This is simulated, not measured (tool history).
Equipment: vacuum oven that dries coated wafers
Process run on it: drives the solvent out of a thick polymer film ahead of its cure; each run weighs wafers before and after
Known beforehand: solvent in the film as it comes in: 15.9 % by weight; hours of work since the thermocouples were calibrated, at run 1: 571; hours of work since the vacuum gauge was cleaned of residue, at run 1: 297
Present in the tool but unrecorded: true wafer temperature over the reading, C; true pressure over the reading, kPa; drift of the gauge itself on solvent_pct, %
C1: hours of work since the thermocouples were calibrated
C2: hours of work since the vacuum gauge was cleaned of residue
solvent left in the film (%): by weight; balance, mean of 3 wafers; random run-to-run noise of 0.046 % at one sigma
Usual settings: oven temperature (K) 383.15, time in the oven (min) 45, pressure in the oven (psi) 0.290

{"run": 1, "hour": 0.0, "oven temperature (K)": 383.15, "time in the oven (min)": 45, "pressure in the oven (psi)": 0.29, "C1": 571, "C2": 297, "solvent left in the film (%)": 2.61}
{"run": 2, "hour": 23.4, "oven temperature (K)": 383.15, "time in the oven (min)": 45, "pressure in the oven (psi)": 0.29, "C1": 587, "C2": 313, "solvent left in the film (%)": 2.57}
{"run": 3, "hour": 58.5, "oven temperature (K)": 383.15, "time in the oven (min)": 45, "pressure in the oven (psi)": 0.29, "C1": 612, "C2": 337, "solvent left in the film (%)": 2.62}
{"run": 4, "hour": 91.6, "oven temperature (K)": 375.15, "time in the oven (min)": 45, "pressure in the oven (psi)": 0.29, "C1": 635, "C2": 360, "solvent left in the film (%)": 4.22}
{"run": 5, "hour": 117.7, "oven temperature (K)": 384.15, "time in the oven (min)": 45, "pressure in the oven (psi)": 0.29, "C1": 653, "C2": 378, "solvent left in the film (%)": 2.29}
{"run": 6, "hour": 143.1, "oven temperature (K)": 383.15, "time in the oven (min)": 69, "pressure in the oven (psi)": 0.29, "C1": 670, "C2": 396, "solvent left in the film (%)": 1.6}
{"run": 7, "hour": 171.0, "oven temperature (K)": 376.15, "time in the oven (min)": 45, "pressure in the oven (psi)": 0.29, "C1": 690, "C2": 415, "solvent left in the film (%)": 4.07}
{"run": 8, "hour": 204.2, "oven temperature (K)": 375.15, "time in the oven (min)": 45, "pressure in the oven (psi)": 0.29, "C1": 713, "C2": 438, "solvent left in the film (%)": 4.18}
{"run": 9, "hour": 232.8, "oven temperature (K)": 375.15, "time in the oven (min)": 45, "pressure in the oven (psi)": 0.29, "C1": 732, "C2": 458, "solvent left in the film (%)": 4.21}
{"run": 10, "hour": 261.4, "oven temperature (K)": 381.15, "time in the oven (min)": 45, "pressure in the oven (psi)": 0.29, "C1": 752, "C2": 478, "solvent left in the film (%)": 2.87}
{"run": 11, "hour": 284.6, "oven temperature (K)": 381.15, "time in the oven (min)": 45, "pressure in the oven (psi)": 0.29, "C1": 768, "C2": 494, "solvent left in the film (%)": 2.97}
{"run": 12, "hour": 306.3, "oven temperature (K)": 383.15, "time in the oven (min)": 48, "pressure in the oven (psi)": 0.29, "C1": 783, "C2": 509, "solvent left in the film (%)": 2.32}
{"run": 13, "hour": 341.0, "oven temperature (K)": 383.15, "time in the oven (min)": 48, "pressure in the oven (psi)": 0.29, "C1": 807, "C2": 533, "solvent left in the film (%)": 2.42}
{"run": 14, "hour": 367.5, "oven temperature (K)": 383.15, "time in the oven (min)": 48, "pressure in the oven (psi)": 0.29, "C1": 826, "C2": 551, "solvent left in the film (%)": 2.44}
{"run": 15, "hour": 407.0, "oven temperature (K)": 383.15, "time in the oven (min)": 48, "pressure in the oven (psi)": 0.29, "C1": 853, "C2": 578, "solvent left in the film (%)": 2.4}
{"run": 16, "hour": 440.1, "oven temperature (K)": 383.15, "time in the oven (min)": 48, "pressure in the oven (psi)": 0.29, "C1": 876, "C2": 601, "solvent left in the film (%)": 2.39}
{"run": 17, "hour": 457.8, "oven temperature (K)": 383.15, "time in the oven (min)": 45, "pressure in the oven (psi)": 0.29, "C1": 888, "C2": 614, "solvent left in the film (%)": 2.6}
{"run": 18, "hour": 476.8, "oven temperature (K)": 383.15, "time in the oven (min)": 71, "pressure in the oven (psi)": 0.303, "C1": 901, "C2": 627, "solvent left in the film (%)": 1.63}
{"run": 19, "hour": 507.9, "oven temperature (K)": 383.15, "time in the oven (min)": 41, "pressure in the oven (psi)": 0.902, "C1": 923, "C2": 648, "solvent left in the film (%)": 4.96}
{"run": 20, "hour": 530.7, "oven temperature (K)": 397.15, "time in the oven (min)": 41, "pressure in the oven (psi)": 0.902, "C1": 938, "C2": 664, "solvent left in the film (%)": 2.39}
{"run": 21, "hour": 570.8, "oven temperature (K)": 397.15, "time in the oven (min)": 48, "pressure in the oven (psi)": 0.658, "C1": 966, "C2": 692, "solvent left in the film (%)": 1.72}
{"run": 22, "hour": 587.6, "oven temperature (K)": 383.15, "time in the oven (min)": 39, "pressure in the oven (psi)": 0.431, "C1": 978, "C2": 703, "solvent left in the film (%)": 3.57}
{"run": 23, "hour": 617.7, "oven temperature (K)": 384.15, "time in the oven (min)": 71, "pressure in the oven (psi)": 0.477, "C1": 999, "C2": 724, "solvent left in the film (%)": 2.08}
{"run": 24, "hour": 640.9, "oven temperature (K)": 391.15, "time in the oven (min)": 45, "pressure in the oven (psi)": 0.29, "C1": 1015, "C2": 740, "solvent left in the film (%)": 1.51}
{"hour": 660.2, "done": "oven's thermocouples calibrated"}
{"run": 25, "hour": 679.3, "oven temperature (K)": 383.15, "time in the oven (min)": 31, "pressure in the oven (psi)": 0.531, "C1": 13, "C2": 766, "solvent left in the film (%)": 4.83}
{"run": 26, "hour": 717.2, "oven temperature (K)": 383.15, "time in the oven (min)": 55, "pressure in the oven (psi)": 0.409, "C1": 39, "C2": 792, "solvent left in the film (%)": 2.5}
{"run": 27, "hour": 751.3, "oven temperature (K)": 396.15, "time in the oven (min)": 55, "pressure in the oven (psi)": 0.242, "C1": 63, "C2": 815, "solvent left in the film (%)": 0.73}
{"run": 28, "hour": 776.5, "oven temperature (K)": 396.15, "time in the oven (min)": 55, "pressure in the oven (psi)": 0.242, "C1": 80, "C2": 833, "solvent left in the film (%)": 0.73}
{"run": 29, "hour": 802.5, "oven temperature (K)": 394.15, "time in the oven (min)": 45, "pressure in the oven (psi)": 0.29, "C1": 98, "C2": 851, "solvent left in the film (%)": 1.22}
{"run": 30, "hour": 833.2, "oven temperature (K)": 371.15, "time in the oven (min)": 42, "pressure in the oven (psi)": 0.397, "C1": 120, "C2": 872, "solvent left in the film (%)": 5.86}
{"run": 31, "hour": 860.6, "oven temperature (K)": 383.15, "time in the oven (min)": 31, "pressure in the oven (psi)": 0.979, "C1": 139, "C2": 891, "solvent left in the film (%)": 6.04}
{"run": 32, "hour": 882.8, "oven temperature (K)": 383.15, "time in the oven (min)": 39, "pressure in the oven (psi)": 0.228, "C1": 154, "C2": 906, "solvent left in the film (%)": 2.82}
{"run": 33, "hour": 921.5, "oven temperature (K)": 389.15, "time in the oven (min)": 74, "pressure in the oven (psi)": 0.335, "C1": 181, "C2": 933, "solvent left in the film (%)": 1.2}
{"run": 34, "hour": 947.8, "oven temperature (K)": 383.15, "time in the oven (min)": 24, "pressure in the oven (psi)": 0.756, "C1": 199, "C2": 951, "solvent left in the film (%)": 6.34}

How the hidden state differs across the entries between the runs, from the last listed run before each to the first after it:
Between runs 24 and 25: oven's thermocouples calibrated (hour 660.2)
  true wafer temperature over the reading, C: 0.1 -> -0.02; true pressure over the reading, kPa: 0.017 -> 0.018
